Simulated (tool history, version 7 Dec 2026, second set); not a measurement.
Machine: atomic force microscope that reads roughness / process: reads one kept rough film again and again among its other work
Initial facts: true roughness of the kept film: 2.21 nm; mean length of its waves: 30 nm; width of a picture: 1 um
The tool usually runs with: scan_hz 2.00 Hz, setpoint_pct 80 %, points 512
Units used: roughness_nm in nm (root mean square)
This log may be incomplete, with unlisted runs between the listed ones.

run    day  scan_hz  setpoint_pct  points  roughness_nm
  1  0.000     2.00            80     512         1.819
  2  0.275     2.00            80     512         1.815
  3  0.721     2.00            80     512         1.770
  4  1.167     2.00            80     410         1.752
  5  1.454     2.00            80     410         1.756
  6  1.892     2.00            80     512         1.711
     1.954  -- height scale calibrated on a step standard
     2.038  -- new tip fitted
  7  2.267     2.00            80     512         1.878
  8  2.621     2.00            80     512         1.860
  9  2.946     2.00            80     512         1.842
     3.275  -- height scale calibrated on a step standard, once more
 10  3.317     2.00            80     725         1.829
 11  3.592     2.00            80     725         1.833
 12  3.904     1.83            77     315         1.819
 13  4.233     2.30            67     315         1.828
 14  4.596     2.07            68     512         1.840
 15  4.908     2.07            68     512         1.831
 16  5.108     2.07            68     512         1.816
 17  5.317     2.92            69     346         1.747
 18  5.654     2.92            69     346         1.724
     5.783  -- new tip fitted
 19  6.121     2.92            62     930         1.957

How would selected steps in roughness_nm from run to run divide? Give the signed amount a tool lacking its hidden state would still show from settings, what came in and random variation, and the signed amount left for the hidden state, including any gauge scatter that is not in both of the compared results.
The tool's hidden condition here consists of: radius of the tip, nm; height scale over the true one, %; drift of the gauge itself on roughness_nm, %.
Run 18 -> 19: setpoint_pct 69 -> 62, points 346 -> 930, new tip fitted. roughness_nm +0.233 nm (root mean square): hidden state +0.152, all else +0.081.

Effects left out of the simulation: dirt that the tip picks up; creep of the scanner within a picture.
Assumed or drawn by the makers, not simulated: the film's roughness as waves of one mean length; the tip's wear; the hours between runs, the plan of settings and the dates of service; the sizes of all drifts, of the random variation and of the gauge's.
